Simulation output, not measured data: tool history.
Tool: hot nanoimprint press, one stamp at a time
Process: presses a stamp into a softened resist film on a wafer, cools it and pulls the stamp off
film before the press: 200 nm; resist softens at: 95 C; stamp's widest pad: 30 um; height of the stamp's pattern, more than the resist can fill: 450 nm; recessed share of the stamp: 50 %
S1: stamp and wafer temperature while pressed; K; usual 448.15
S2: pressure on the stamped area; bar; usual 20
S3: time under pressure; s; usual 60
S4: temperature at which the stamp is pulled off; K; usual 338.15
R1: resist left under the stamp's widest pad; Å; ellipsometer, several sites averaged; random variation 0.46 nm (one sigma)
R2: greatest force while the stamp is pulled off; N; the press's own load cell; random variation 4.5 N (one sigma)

run 1 hour=0 | S1=448.15 S2=20 S3=60 S4=338.15 | R1=974 R2=224
-- hour=23.2 plate thermocouple calibrated
-- hour=37.6 stamp cleaned and given a new release coat
run 2 hour=42.9 | S1=448.15 S2=20 S3=60 S4=342.15 | R1=970 R2=203
run 3 hour=78.5 | S1=448.15 S2=14.6 S3=60 S4=338.15 | R1=1121 R2=223
run 4 hour=121.3 | S1=448.15 S2=14.6 S3=60 S4=338.15 | R1=1118 R2=223
run 5 hour=175.3 | S1=457.15 S2=20 S3=60 S4=338.15 | R1=747 R2=219
-- hour=192.4 stamp cleaned and given a new release coat
run 6 hour=233.5 | S1=457.15 S2=20 S3=60 S4=338.15 | R1=746 R2=222
run 7 hour=271.8 | S1=448.15 S2=20 S3=60 S4=345.15 | R1=972 R2=192
run 8 hour=318.3 | S1=448.15 S2=20 S3=60 S4=345.15 | R1=967 R2=193
-- hour=348.2 stamp cleaned and given a new release coat
run 9 hour=389.5 | S1=448.15 S2=20 S3=53 S4=338.15 | R1=1006 R2=222
run 10 hour=421.4 | S1=448.15 S2=20 S3=51 S4=338.15 | R1=1017 R2=219
run 11 hour=458.6 | S1=448.15 S2=20 S3=51 S4=338.15 | R1=1017 R2=224
-- hour=503.2 stamp cleaned and given a new release coat
run 12 hour=521.8 | S1=448.15 S2=29.1 S3=55 S4=338.15 | R1=832 R2=216
run 13 hour=574.8 | S1=438.15 S2=29.7 S3=90 S4=325.15 | R1=950 R2=271
run 14 hour=616.7 | S1=438.15 S2=29.7 S3=90 S4=325.15 | R1=945 R2=272
-- hour=656.2 stamp cleaned and given a new release coat
run 15 hour=672.4 | S1=438.15 S2=29.7 S3=90 S4=325.15 | R1=951 R2=282
-- hour=708.5 plate thermocouple calibrated
run 16 hour=711.9 | S1=455.15 S2=14.2 S3=52 S4=335.15 | R1=988 R2=231
run 17 hour=749.5 | S1=455.15 S2=14.2 S3=52 S4=335.15 | R1=993 R2=235
run 18 hour=801.9 | S1=455.15 S2=14.2 S3=52 S4=335.15 | R1=982 R2=234
-- hour=812 stamp cleaned and given a new release coat
run 19 hour=861.9 | S1=456.15 S2=19.9 S3=40 S4=333.15 | R1=898 R2=243
run 20 hour=917.3 | S1=456.15 S2=19.9 S3=40 S4=333.15 | R1=896 R2=239

Forecast each of these 3 alternatives for the next run:
-- hour=963.2 stamp cleaned and given a new release coat
run A hour=966.2 | S1=456.15 S2=19.9 S3=40 S4=339.15 | R1=? R2=?
-- hour=963.2 stamp cleaned and given a new release coat
run B hour=966.2 | S1=448.15 S2=19.6 S3=60 S4=338.15 | R1=? R2=?
-- hour=963.2 stamp cleaned and given a new release coat
run C hour=966.2 | S1=444.15 S2=20 S3=60 S4=329.15 | R1=? R2=?

run=A R1=895 R2=209
run=B R1=973 R2=227
run=C R1=1081 R2=257
Without the tool's hidden state the same runs would have given:
run=A R1=893 R2=209
run=B R1=971 R2=227
run=C R1=1079 R2=257
